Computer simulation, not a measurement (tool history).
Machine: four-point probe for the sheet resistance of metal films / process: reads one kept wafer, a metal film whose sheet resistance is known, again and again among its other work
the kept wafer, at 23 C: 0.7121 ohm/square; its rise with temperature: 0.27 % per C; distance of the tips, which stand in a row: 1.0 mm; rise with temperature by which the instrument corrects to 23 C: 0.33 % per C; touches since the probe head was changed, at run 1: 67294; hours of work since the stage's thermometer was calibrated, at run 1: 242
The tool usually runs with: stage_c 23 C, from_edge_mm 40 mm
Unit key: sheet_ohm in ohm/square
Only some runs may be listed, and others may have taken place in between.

run    hour  stage_c  from_edge_mm  touches since the probe head was changed  hours of work since the stage's thermometer was calibrated  sheet_ohm
  1       0       23            40                                     67294                                                         242   0.719294
  2    75.2       23            40                                     69734                                                         285   0.719546
  3   140.7       23            60                                     71859                                                         322   0.719702
  4   220.3       23            60                                     74444                                                         368   0.719985
      246.2  -- new probe head fitted
  5   278.8       23            14                                      1059                                                         401   0.715871
  6   340.3       23            14                                      3054                                                         436   0.715694
  7     423       29            40                                      5737                                                         483   0.711824
  8   526.1       29            40                                      9084                                                         542   0.712281
  9   602.3       29            40                                     11557                                                         585   0.712115
 10   668.8       29            40                                     13714                                                         623   0.712768
 11   729.2       29            40                                     15675                                                         657   0.712877
 12   816.2       23            40                                     18497                                                         707   0.716163
 13   917.3       35            40                                     21777                                                         765   0.711001
 14   983.2       35            40                                     23917                                                         802   0.711013
 15  1071.1       35            40                                     26770                                                         852   0.711379
 16  1144.6       35            14                                     29155                                                         894    0.71328
 17  1204.6       26            62                                     31104                                                         929    0.71589
 18  1307.1       26            62                                     34430                                                         987   0.716144
 19  1367.3       26            62                                     36382                                                        1021   0.716127
 20  1420.2       22             6                                     38099                                                        1052   0.729164
 21  1480.3       22            25                                     40049                                                        1086   0.719118
 22  1555.8       22            25                                     42500                                                        1129   0.719279
 23  1625.5       20            67                                     44762                                                        1169   0.720062
 24  1690.2       20             3                                     46863                                                        1206    0.76084
 25  1760.9       32             3                                     49155                                                        1246   0.755174
 26  1818.4       27            25                                     51021                                                        1279   0.718084
 27  1895.3       27            25                                     53518                                                        1322   0.718216
 28  1950.5       33            25                                     55308                                                        1354   0.715739

Below are 5 alternative next runs, each starting from the tool's condition after run 28. Predict each:
  A  2051.1       33            17                                     58575                                                        1411          ?
  B  2051.1       28            40                                     58575                                                        1411          ?
  C  2051.1       31             5                                     58575                                                        1411          ?
  D  2051.1       19            62                                     58575                                                        1411          ?
  E  2051.1       23            18                                     58575                                                        1411          ?

run  sheet_ohm
  A   0.716943
  B    0.71784
  C   0.731352
  D   0.722466
  E   0.721045
Take away the tool's hidden state, keep each run's random variation, and the runs would have read:
run  sheet_ohm
  A   0.709038
  B   0.709929
  C   0.723303
  D   0.714514
  E   0.713105
